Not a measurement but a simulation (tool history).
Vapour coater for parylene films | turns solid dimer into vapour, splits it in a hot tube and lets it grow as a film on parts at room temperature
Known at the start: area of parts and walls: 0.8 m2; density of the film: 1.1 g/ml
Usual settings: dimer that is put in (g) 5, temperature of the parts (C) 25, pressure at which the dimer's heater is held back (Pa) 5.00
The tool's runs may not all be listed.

run,hour,dimer that is put in (g),temperature of the parts (C),pressure at which the dimer's heater is held back (Pa),thickness of the film (nm)
1,0.0,5,25,5.00,3300
2,14.0,5,25,5.00,3300
3,24.0,2,25,5.00,1330
4,42.7,2,25,5.00,1320
5,58.8,2,25,5.00,1310
6,69.1,5,25,5.00,3290
7,89.4,5,25,5.00,3300
8,105.9,5,25,5.00,3250
9,127.2,5,25,5.00,3260
10,144.6,5,25,5.00,3300
11,156.0,5,25,5.00,3270
12,177.1,5,25,5.00,3250
13,197.3,5,25,5.00,3240
14,214.2,5,25,5.00,3250
15,231.5,5,25,5.00,3250
16,253.6,2,25,5.00,1290
17,274.8,2,25,5.00,1300
18,295.6,2,25,5.00,1290
19,310.8,2,25,5.00,1290
# hour 330.3: trap's valve overhauled
20,333.3,2,25,5.00,1340
21,346.8,5,25,2.74,3760
22,368.8,5,25,5.00,3350
23,387.0,5,25,5.00,3360
24,398.2,6,25,5.00,4000
25,419.4,5,35,4.76,2720
26,433.6,2,25,10.84,1160
27,446.2,5,29,7.50,2820
28,457.3,3,31,10.94,1550
29,467.7,3,17,4.59,2400
30,480.0,2,22,7.96,1300
31,490.1,2,22,7.96,1310
32,504.8,4,35,7.69,1980
33,521.5,8,25,8.16,4800
34,541.4,3,18,2.29,2660
35,551.6,3,18,2.29,2630
36,561.6,3,18,2.29,2660
37,575.2,5,25,3.33,3530
38,587.8,2,34,6.59,1050
39,599.3,8,34,11.59,3740
40,620.9,6,24,4.52,4100
41,632.9,6,24,4.52,4110
42,654.1,3,24,4.52,2050
43,674.9,5,17,5.00,3900
44,696.3,3,26,3.15,2090
45,711.5,3,26,3.15,2080
46,726.2,7,18,5.63,5180

Hidden state or all else? Some run-to-run changes of thickness of the film (nm), split into what the settings, what came in and random variation would give without the hidden state, and what is left for the hidden state (with any gauge scatter that isn't in both results):
The hidden state here: vapour lost through the trap's worn valve, %; true temperature of the parts over the reading, C; drift of the gauge itself on film_um, %.
Run 15 -> 16: dimer that is put in (g) 5 -> 2. thickness of the film (nm) -1960: hidden state +60, all else -2020.
Run 32 -> 33: dimer that is put in (g) 4 -> 8, temperature of the parts (C) 35 -> 25, pressure at which the dimer's heater is held back (Pa) 7.69 -> 8.16. thickness of the film (nm) +2820: hidden state -40, all else +2860.
Run 38 -> 39: dimer that is put in (g) 2 -> 8, pressure at which the dimer's heater is held back (Pa) 6.59 -> 11.59. thickness of the film (nm) +2690: hidden state -60, all else +2750.
Run 45 -> 46: dimer that is put in (g) 3 -> 7, temperature of the parts (C) 26 -> 18, pressure at which the dimer's heater is held back (Pa) 3.15 -> 5.63. thickness of the film (nm) +3100: hidden state -100, all else +3200.

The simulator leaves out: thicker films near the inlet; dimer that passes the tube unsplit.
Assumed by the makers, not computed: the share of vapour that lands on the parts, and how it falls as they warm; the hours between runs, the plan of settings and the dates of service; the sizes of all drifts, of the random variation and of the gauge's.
